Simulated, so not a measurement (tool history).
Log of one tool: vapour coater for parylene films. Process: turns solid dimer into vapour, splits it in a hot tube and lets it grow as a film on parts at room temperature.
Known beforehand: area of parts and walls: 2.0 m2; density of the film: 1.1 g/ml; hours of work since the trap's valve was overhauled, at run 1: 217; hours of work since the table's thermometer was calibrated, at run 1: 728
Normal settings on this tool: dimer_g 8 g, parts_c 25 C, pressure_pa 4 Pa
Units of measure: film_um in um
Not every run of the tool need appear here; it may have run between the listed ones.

run,hour,dimer_g,parts_c,pressure_pa,hours of work since the trap's valve was overhauled,hours of work since the table's thermometer was calibrated,film_um
1,0,8,25,4,217,728,2.32
2,44.1,8,25,4,244,754,2.32
3,92.9,8,25,4,273,784,2.36
4,117.9,8,25,4,288,799,2.34
5,160.4,8,25,4,314,824,2.34
6,213.1,8,25,4,346,856,2.34
7,238.8,8,17,4,361,872,2.99
8,293.2,8,17,4,394,904,2.92
9,318.4,8,17,4,409,920,3.01
10,363.8,8,17,4,436,947,3.02
11,400.5,8,17,4,459,969,2.97
12,425.8,8,32,2.46,474,984,2.02
# hour 440.3: trap's valve overhauled
13,483.3,4,32,2.46,26,1016,0.98
14,532.9,4,32,2.46,56,1046,1.03
15,565.1,6,26,5.46,75,1066,1.64
16,587.9,11,23,4.88,89,1079,3.33
17,621.8,11,23,3.03,109,1100,3.63
18,652.3,7,29,2.17,128,1118,2.01
19,700.3,7,29,2.17,157,1147,1.97
20,742,4,19,11.71,182,1172,1.22
21,794.4,7,25,5.56,213,1204,1.97
22,834.3,7,22,5.56,237,1228,2.15

Each row is a separate what-if for the run after 22, all from the same tool condition, not one after another. Results?
A,875.7,3,30,4.47,262,1253,?
B,875.7,7,29,7.14,262,1253,?
C,875.7,6,27,2.22,262,1253,?
D,875.7,11,29,6.27,262,1253,?
E,875.7,7,23,5.56,262,1253,?

run,film_um
A,0.72
B,1.65
C,1.77
D,2.6
E,2.09
Take away the tool's hidden state, keep each run's random variation, and the runs would have read:
run,film_um
A,0.73
B,1.66
C,1.77
D,2.61
E,2.09

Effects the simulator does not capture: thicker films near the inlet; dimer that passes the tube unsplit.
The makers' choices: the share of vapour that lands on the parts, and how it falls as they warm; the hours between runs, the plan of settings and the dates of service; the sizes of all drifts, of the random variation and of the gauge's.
